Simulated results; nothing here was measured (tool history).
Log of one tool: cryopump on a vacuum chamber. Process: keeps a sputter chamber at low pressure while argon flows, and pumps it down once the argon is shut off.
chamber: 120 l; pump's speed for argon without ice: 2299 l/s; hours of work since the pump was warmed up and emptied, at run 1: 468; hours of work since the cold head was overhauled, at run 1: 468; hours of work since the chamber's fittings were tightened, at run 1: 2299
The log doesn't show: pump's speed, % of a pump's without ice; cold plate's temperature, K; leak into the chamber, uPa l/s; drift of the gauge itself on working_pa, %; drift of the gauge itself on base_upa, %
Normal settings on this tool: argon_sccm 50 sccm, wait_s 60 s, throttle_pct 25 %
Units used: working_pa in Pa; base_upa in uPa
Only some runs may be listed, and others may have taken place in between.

run   hour  argon_sccm  wait_s  throttle_pct  hours of work since the pump was warmed up and emptied  hours of work since the cold head was overhauled  hours of work since the chamber's fittings were tightened  working_pa  base_upa
  1      0          50      60            25                                                     468                                               468                                                       2299       0.151      1.43
  2   42.8          50      60            25                                                     503                                               503                                                       2334      0.1519      1.39
  3   60.9          50      60            25                                                     517                                               517                                                       2348       0.151      1.39
  4   90.2          50      60            25                                                     540                                               540                                                       2371      0.1522      1.43
  5  132.1          50      73            25                                                     574                                               574                                                       2405      0.1523      1.33
  6  156.8          50      60            25                                                     594                                               594                                                       2425      0.1531      1.48
  7  185.1          50      60            25                                                     616                                               616                                                       2447      0.1518      1.46
  8  217.7          50      60            25                                                     642                                               642                                                       2473      0.1527      1.49
  9    242          50      60            25                                                     662                                               662                                                       2493      0.1535      1.48
 10  277.1          50      60            25                                                     690                                               690                                                       2521      0.1539      1.44
 11  310.5          50      60            25                                                     716                                               716                                                       2547      0.1529      1.45
 12  343.8          50      60            25                                                     743                                               743                                                       2574      0.1532      1.56
 13    379          50      60            25                                                     771                                               771                                                       2602      0.1526      1.55
 14  407.8          64      60            25                                                     794                                               794                                                       2625      0.1959      1.53
 15  444.3          64      60            25                                                     823                                               823                                                       2654      0.1974      1.56
 16  480.7          34      60            25                                                     852                                               852                                                       2683      0.1058      1.57
     505.9  -- pump warmed up, emptied and cooled again
 17  511.3          34      60            25                                                       4                                               873                                                       2704      0.1007      1.41
 18  550.3          49      27            25                                                      35                                               904                                                       2735      0.1456      2.16
 19  568.6          49      27            25                                                      50                                               918                                                       2749       0.144      2.09
 20  598.5          49      27            25                                                      74                                               942                                                       2773      0.1453      2.18
 21  625.6          49      27            25                                                      96                                               964                                                       2795      0.1449      2.22
 22  652.4          53      25            20                                                     117                                               985                                                       2816      0.1971      2.28
 23  680.1          92     271            28                                                     139                                              1007                                                       2838      0.2467      1.02
 24    710          61      42            25                                                     163                                              1031                                                       2862      0.1812      1.79
 25  731.7          60      60            25                                                     180                                              1049                                                       2880      0.1791      1.51
 26  770.2          50     129            24                                                     211                                              1079                                                       2910      0.1548      1.21
 27  791.1          50     129            16                                                     228                                              1096                                                       2927      0.2302      1.24
 28  829.3          34     176            16                                                     258                                              1127                                                       2957      0.1576      1.17
 29  852.8          66     176            16                                                     277                                              1145                                                       2976      0.3078      1.14
 30  879.8          50      55            25                                                     298                                              1167                                                       2998      0.1507      1.65
 31  905.1          50      55            25                                                     319                                              1187                                                       3018      0.1516      1.64
 32  946.6          89      72            39                                                     352                                              1220                                                       3051      0.1735      1.52
 33  979.6          26     188            45                                                     378                                              1246                                                       3077      0.0445      1.23

The same runs without the tool's hidden state, with the same run-to-run variation:
run  working_pa  base_upa
  1       0.147      0.73
  2      0.1476       0.7
  3      0.1465       0.7
  4      0.1475       0.7
  5      0.1472       0.6
  6      0.1479      0.72
  7      0.1464      0.71
  8       0.147      0.72
  9      0.1476      0.71
 10      0.1477      0.65
 11      0.1466      0.66
 12      0.1465      0.73
 13      0.1457      0.69
 14      0.1867      0.68
 15      0.1878       0.7
 16      0.1004      0.69
 17      0.1003      0.69
 18      0.1448      1.42
 19      0.1431      1.35
 20      0.1442      1.42
 21      0.1436      1.43
 22      0.1955      1.51
 23      0.2435      0.24
 24      0.1789      0.97
 25      0.1766      0.69
 26      0.1525      0.39
 27      0.2278      0.39
 28      0.1558      0.33
 29       0.304       0.3
 30      0.1476      0.78
 31      0.1483      0.76
 32      0.1672      0.61
 33      0.0426      0.32

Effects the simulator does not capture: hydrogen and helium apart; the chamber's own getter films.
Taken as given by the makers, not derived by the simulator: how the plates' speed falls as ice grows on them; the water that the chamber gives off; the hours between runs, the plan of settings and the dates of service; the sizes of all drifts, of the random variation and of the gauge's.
